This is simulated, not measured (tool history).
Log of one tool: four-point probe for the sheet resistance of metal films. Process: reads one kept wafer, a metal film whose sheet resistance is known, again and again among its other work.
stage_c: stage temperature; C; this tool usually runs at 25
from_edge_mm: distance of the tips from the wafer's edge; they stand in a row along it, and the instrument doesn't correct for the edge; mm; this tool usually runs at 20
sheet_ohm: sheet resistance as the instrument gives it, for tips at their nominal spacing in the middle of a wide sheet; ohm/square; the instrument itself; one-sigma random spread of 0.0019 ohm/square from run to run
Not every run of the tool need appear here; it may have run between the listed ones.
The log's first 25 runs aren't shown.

| run | hour | stage_c | from_edge_mm | touches since the probe head was changed | hours of work since the stage's thermometer was calibrated | sheet_ohm |
|---|---|---|---|---|---|---|
| 26 | 500.2 | 34 | 10 | 21251 | 923 | 9.604299 |
| 27 | 513.3 | 20 | 16 | 21480 | 931 | 9.636854 |
| 28 | 525 | 34 | 67 | 21685 | 938 | 9.581352 |
| 29 | 536.6 | 34 | 3 | 21887 | 945 | 9.81075 |
| 30 | 561.4 | 25 | 9 | 22322 | 960 | 9.635941 |
| 31 | 574.6 | 34 | 6 | 22552 | 968 | 9.63967 |
| 32 | 598.5 | 35 | 62 | 22972 | 983 | 9.579057 |
| 33 | 617 | 35 | 62 | 23296 | 994 | 9.580012 |
| 34 | 632.4 | 27 | 61 | 23565 | 1003 | 9.604874 |
| 35 | 649.9 | 27 | 61 | 23870 | 1014 | 9.607436 |
| 36 | 676.1 | 18 | 20 | 24329 | 1030 | 9.640255 |
| 37 | 700.9 | 23 | 4 | 24764 | 1045 | 9.747195 |
| 38 | 724.3 | 30 | 36 | 25173 | 1059 | 9.597337 |
| 39 | 738.1 | 30 | 36 | 25415 | 1067 | 9.594742 |
| 40 | 757.3 | 18 | 3 | 25750 | 1079 | 9.863913 |
| 41 | 777.2 | 18 | 3 | 26099 | 1091 | 9.858543 |
| 42 | 803.7 | 26 | 20 | 26562 | 1107 | 9.616143 |
| 43 | 819.3 | 26 | 20 | 26835 | 1116 | 9.612218 |
| 44 | 838.8 | 19 | 6 | 27177 | 1128 | 9.688633 |
| 45 | 856.3 | 19 | 6 | 27483 | 1139 | 9.690641 |
| 46 | 868.7 | 19 | 6 | 27700 | 1146 | 9.691226 |

Consider 3 possible next runs. They are alternatives, not a sequence: every one starts from the tool as it was left by run 46. What does each give?
| A | 886.9 | 20 | 43 | 28018 | 1157 | ? |
| B | 886.9 | 21 | 22 | 28018 | 1157 | ? |
| C | 886.9 | 21 | 3 | 28018 | 1157 | ? |

| run | sheet_ohm |
|---|---|
| A | 9.630648 |
| B | 9.627449 |
| C | 9.854243 |
Without the tool's hidden state the same runs would have given:
| run | sheet_ohm |
|---|---|
| A | 9.615418 |
| B | 9.61221 |
| C | 9.838685 |
